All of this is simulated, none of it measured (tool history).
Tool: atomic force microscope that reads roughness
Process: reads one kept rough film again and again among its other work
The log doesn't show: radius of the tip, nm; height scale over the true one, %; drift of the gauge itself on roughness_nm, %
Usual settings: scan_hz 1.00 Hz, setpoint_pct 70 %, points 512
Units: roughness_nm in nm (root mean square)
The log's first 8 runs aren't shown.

run,hour,scan_hz,setpoint_pct,points,pictures with this tip,hours of work since the height scale was calibrated,roughness_nm
9,77.4,1.00,70,857,132,372,4.018
10,86.9,1.00,56,512,147,378,4.179
11,99.9,1.00,56,512,169,386,4.126
12,107.7,1.00,56,512,182,391,4.171
13,120.3,1.00,56,512,203,399,4.116
14,129.1,1.00,70,512,218,405,4.018
15,136.0,1.00,70,512,230,409,4.036
16,142.7,1.00,70,512,241,414,3.997
17,152.3,0.61,70,512,257,420,4.077
18,164.0,0.61,70,512,277,427,4.111
19,170.1,0.61,58,512,287,431,4.198
20,176.0,1.00,70,377,297,435,3.985
21,188.8,1.00,70,377,318,443,4.039
22,197.7,1.10,79,512,333,449,3.870

The next listed run, before its measurement:
# hour 201.3: new tip fitted
23,204.7,2.15,61,512,5,453,?

{"run 23": {"roughness_nm": 4.008}}
Without the tool's hidden state the same run would have given roughness_nm 4.008 nm (root mean square).
